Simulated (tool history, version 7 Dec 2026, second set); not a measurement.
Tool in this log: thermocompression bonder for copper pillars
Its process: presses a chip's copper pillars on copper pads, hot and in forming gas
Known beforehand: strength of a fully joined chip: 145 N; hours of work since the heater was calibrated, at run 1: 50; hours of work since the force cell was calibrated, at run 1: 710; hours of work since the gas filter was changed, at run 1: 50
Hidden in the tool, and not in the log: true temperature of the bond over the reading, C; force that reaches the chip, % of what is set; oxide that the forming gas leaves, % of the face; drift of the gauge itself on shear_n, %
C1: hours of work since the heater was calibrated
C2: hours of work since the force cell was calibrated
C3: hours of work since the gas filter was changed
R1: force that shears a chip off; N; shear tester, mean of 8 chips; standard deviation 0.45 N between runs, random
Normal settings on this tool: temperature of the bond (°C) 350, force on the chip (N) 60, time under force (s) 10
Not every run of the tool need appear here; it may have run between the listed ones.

run 1 hour=0.0 | temperature_of_the_bond_(°C)=350 force_on_the_chip_(N)=60 time_under_force_(s)=10 | C1=50 C2=710 C3=50 | R1=89.3
run 2 hour=14.2 | temperature_of_the_bond_(°C)=350 force_on_the_chip_(N)=60 time_under_force_(s)=10 | C1=60 C2=720 C3=60 | R1=88.9
run 3 hour=38.7 | temperature_of_the_bond_(°C)=350 force_on_the_chip_(N)=60 time_under_force_(s)=10 | C1=77 C2=737 C3=77 | R1=88.7
run 4 hour=65.4 | temperature_of_the_bond_(°C)=350 force_on_the_chip_(N)=60 time_under_force_(s)=10 | C1=96 C2=756 C3=96 | R1=89.0
run 5 hour=80.0 | temperature_of_the_bond_(°C)=350 force_on_the_chip_(N)=60 time_under_force_(s)=10 | C1=106 C2=766 C3=106 | R1=89.2
run 6 hour=101.7 | temperature_of_the_bond_(°C)=350 force_on_the_chip_(N)=60 time_under_force_(s)=10 | C1=122 C2=781 C3=122 | R1=88.3
run 7 hour=118.4 | temperature_of_the_bond_(°C)=350 force_on_the_chip_(N)=60 time_under_force_(s)=10 | C1=133 C2=793 C3=133 | R1=87.6
run 8 hour=144.8 | temperature_of_the_bond_(°C)=350 force_on_the_chip_(N)=60 time_under_force_(s)=10 | C1=152 C2=811 C3=152 | R1=89.4
run 9 hour=164.5 | temperature_of_the_bond_(°C)=350 force_on_the_chip_(N)=60 time_under_force_(s)=6 | C1=166 C2=825 C3=166 | R1=74.7
run 10 hour=188.2 | temperature_of_the_bond_(°C)=350 force_on_the_chip_(N)=60 time_under_force_(s)=6 | C1=182 C2=842 C3=182 | R1=75.5
-- hour=198.2 forming gas filter changed
run 11 hour=210.2 | temperature_of_the_bond_(°C)=350 force_on_the_chip_(N)=43 time_under_force_(s)=10 | C1=197 C2=857 C3=8 | R1=79.2
run 12 hour=229.7 | temperature_of_the_bond_(°C)=350 force_on_the_chip_(N)=43 time_under_force_(s)=10 | C1=211 C2=870 C3=22 | R1=78.7
run 13 hour=256.4 | temperature_of_the_bond_(°C)=378 force_on_the_chip_(N)=60 time_under_force_(s)=10 | C1=230 C2=889 C3=41 | R1=104.0
run 14 hour=270.7 | temperature_of_the_bond_(°C)=378 force_on_the_chip_(N)=60 time_under_force_(s)=10 | C1=240 C2=899 C3=51 | R1=104.6
run 15 hour=282.6 | temperature_of_the_bond_(°C)=377 force_on_the_chip_(N)=78 time_under_force_(s)=30 | C1=248 C2=907 C3=59 | R1=132.8
run 16 hour=303.3 | temperature_of_the_bond_(°C)=330 force_on_the_chip_(N)=88 time_under_force_(s)=30 | C1=262 C2=922 C3=74 | R1=118.1
run 17 hour=318.0 | temperature_of_the_bond_(°C)=371 force_on_the_chip_(N)=60 time_under_force_(s)=7 | C1=273 C2=932 C3=84 | R1=91.8
run 18 hour=337.7 | temperature_of_the_bond_(°C)=379 force_on_the_chip_(N)=73 time_under_force_(s)=9 | C1=287 C2=946 C3=98 | R1=108.6
run 19 hour=356.8 | temperature_of_the_bond_(°C)=379 force_on_the_chip_(N)=73 time_under_force_(s)=9 | C1=300 C2=959 C3=111 | R1=108.0
run 20 hour=369.9 | temperature_of_the_bond_(°C)=328 force_on_the_chip_(N)=45 time_under_force_(s)=12 | C1=309 C2=968 C3=120 | R1=72.2
run 21 hour=382.4 | temperature_of_the_bond_(°C)=328 force_on_the_chip_(N)=82 time_under_force_(s)=13 | C1=318 C2=977 C3=129 | R1=94.5
run 22 hour=396.4 | temperature_of_the_bond_(°C)=343 force_on_the_chip_(N)=49 time_under_force_(s)=10 | C1=328 C2=987 C3=139 | R1=78.8
run 23 hour=421.2 | temperature_of_the_bond_(°C)=350 force_on_the_chip_(N)=64 time_under_force_(s)=21 | C1=345 C2=1004 C3=156 | R1=109.0
run 24 hour=433.6 | temperature_of_the_bond_(°C)=375 force_on_the_chip_(N)=83 time_under_force_(s)=10 | C1=354 C2=1013 C3=165 | R1=110.9
run 25 hour=447.1 | temperature_of_the_bond_(°C)=321 force_on_the_chip_(N)=81 time_under_force_(s)=20 | C1=363 C2=1022 C3=174 | R1=99.1
-- hour=469.2 forming gas filter changed
run 26 hour=471.7 | temperature_of_the_bond_(°C)=320 force_on_the_chip_(N)=40 time_under_force_(s)=7 | C1=380 C2=1039 C3=2 | R1=53.6
run 27 hour=494.8 | temperature_of_the_bond_(°C)=368 force_on_the_chip_(N)=56 time_under_force_(s)=15 | C1=396 C2=1056 C3=18 | R1=109.8

4 options for the next run, each taken on its own from the tool as it stands now. Forecast them:
run A hour=511.8 | temperature_of_the_bond_(°C)=379 force_on_the_chip_(N)=60 time_under_force_(s)=10 | C1=408 C2=1067 C3=30 | R1=?
run B hour=511.8 | temperature_of_the_bond_(°C)=368 force_on_the_chip_(N)=50 time_under_force_(s)=15 | C1=408 C2=1067 C3=30 | R1=?
run C hour=511.8 | temperature_of_the_bond_(°C)=350 force_on_the_chip_(N)=38 time_under_force_(s)=23 | C1=408 C2=1067 C3=30 | R1=?
run D hour=511.8 | temperature_of_the_bond_(°C)=348 force_on_the_chip_(N)=90 time_under_force_(s)=15 | C1=408 C2=1067 C3=30 | R1=?

run=A R1=106.3
run=B R1=104.5
run=C R1=98.2
run=D R1=114.1
Stripped of hidden state, with their random variation kept, the same runs would have yielded:
run=A R1=105.3
run=B R1=103.4
run=C R1=97.0
run=D R1=113.2

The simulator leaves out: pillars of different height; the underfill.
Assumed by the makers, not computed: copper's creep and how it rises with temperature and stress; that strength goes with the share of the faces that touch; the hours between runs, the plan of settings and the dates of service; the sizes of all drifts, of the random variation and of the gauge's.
